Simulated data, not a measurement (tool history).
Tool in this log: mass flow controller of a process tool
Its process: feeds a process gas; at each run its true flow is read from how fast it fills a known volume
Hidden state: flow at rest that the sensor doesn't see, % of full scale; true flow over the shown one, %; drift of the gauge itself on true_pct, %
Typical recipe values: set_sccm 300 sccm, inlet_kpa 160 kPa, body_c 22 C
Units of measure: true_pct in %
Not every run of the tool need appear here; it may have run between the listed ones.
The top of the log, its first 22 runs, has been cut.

run,hour,set_sccm,inlet_kpa,body_c,hours of work since the controller was set to zero,hours of work since the controller was changed,true_pct
23,2067.0,136,160,27,1336,1336,98.34
24,2137.3,136,160,27,1366,1366,98.38
25,2277.3,136,177,35,1426,1426,98.75
26,2410.7,466,210,33,1484,1484,99.67
27,2510.1,213,239,32,1527,1527,99.21
28,2574.8,300,160,35,1555,1555,99.25
29,2656.5,132,183,30,1590,1590,98.66
30,2782.3,132,183,30,1644,1644,98.63
31,2859.0,440,222,21,1677,1677,99.14
32,2934.0,243,148,27,1710,1710,98.65
33,3047.5,300,160,31,1759,1759,99.15
34,3121.6,300,160,31,1791,1791,99.06

Here are 5 independent what-if runs from the current tool condition. What would each one return?
A,3264.1,259,272,22,1852,1852,?
B,3264.1,300,199,31,1852,1852,?
C,3264.1,397,160,31,1852,1852,?
D,3264.1,300,232,21,1852,1852,?
E,3264.1,671,160,23,1852,1852,?

run,true_pct
A,99.22
B,99.36
C,99.42
D,99.00
E,99.46
With the hidden condition removed and each run's random variation left untouched, the same runs would have given:
run,true_pct
A,98.62
B,98.76
C,98.83
D,98.41
E,98.87
